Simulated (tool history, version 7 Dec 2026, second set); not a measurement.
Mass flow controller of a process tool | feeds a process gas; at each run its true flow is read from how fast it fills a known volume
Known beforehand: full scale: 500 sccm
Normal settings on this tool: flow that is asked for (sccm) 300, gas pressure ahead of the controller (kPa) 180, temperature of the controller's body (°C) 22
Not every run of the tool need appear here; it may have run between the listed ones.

run	day	flow that is asked for (sccm)	gas pressure ahead of the controller (kPa)	temperature of the controller's body (°C)	true flow (%)
1	0.000	300	180	22	100.02
2	6.654	300	180	22	99.90
3	14.708	300	180	22	99.85
4	20.446	184	180	22	99.77
5	26.046	184	180	22	99.59
6	29.554	184	180	22	99.57
7	37.683	184	180	22	99.39
8	45.683	300	180	22	99.54
9	53.621	300	180	22	99.63
10	62.058	300	165	22	99.51
11	66.575	300	165	22	99.57
12	73.850	300	165	22	99.46
13	77.288	300	165	22	99.28
14	84.846	300	165	22	99.20
15	92.729	300	165	24	98.98
16	99.492	300	180	22	99.04
17	104.821	300	180	22	98.90
18	110.600	300	180	22	99.03
19	117.279	300	180	22	98.81
20	125.525	300	180	22	98.86
21	130.417	300	180	27	98.39
22	137.379	435	171	32	98.19
23	143.125	164	171	37	97.50
24	148.917	164	159	20	98.53
25	156.642	147	216	34	97.20
26	164.538	331	180	22	98.38
27	171.912	52	243	29	97.20
28	178.917	143	171	38	96.83
29	186.092	143	171	38	98.73
30	191.733	292	196	38	98.69
31	199.454	221	164	20	99.96
32	207.342	243	193	22	99.65
33	211.904	52	248	37	98.06
34	217.575	52	248	37	97.91
35	223.646	112	273	35	98.03
36	230.654	81	170	24	99.16
37	238.179	300	270	22	99.17
38	245.671	173	249	22	98.98
39	252.462	89	152	32	98.44
40	257.908	108	262	38	97.61
41	264.696	205	143	31	98.66

The log once held 2 entries between its listed runs, left out of this copy. Where does each go, and what is different about the tool's unlogged condition between the listed run before it and the listed run after it?
After run 28, before run 29: gauge calibrated (day 186.008)
  drift of the gauge itself on true_pct, %: -1.83 -> 0
  measured value less the no-hidden-state value, true flow (%): -1.81 -> -0.01
After run 34, before run 35: controller's zero set anew (day 222.392)
  flow at rest that the sensor doesn't see, % of full scale: -0.003 -> 0; drift of the gauge itself on true_pct, %: -0.32 -> -0.38
  measured value less the no-hidden-state value, true flow (%): -0.35 -> -0.38
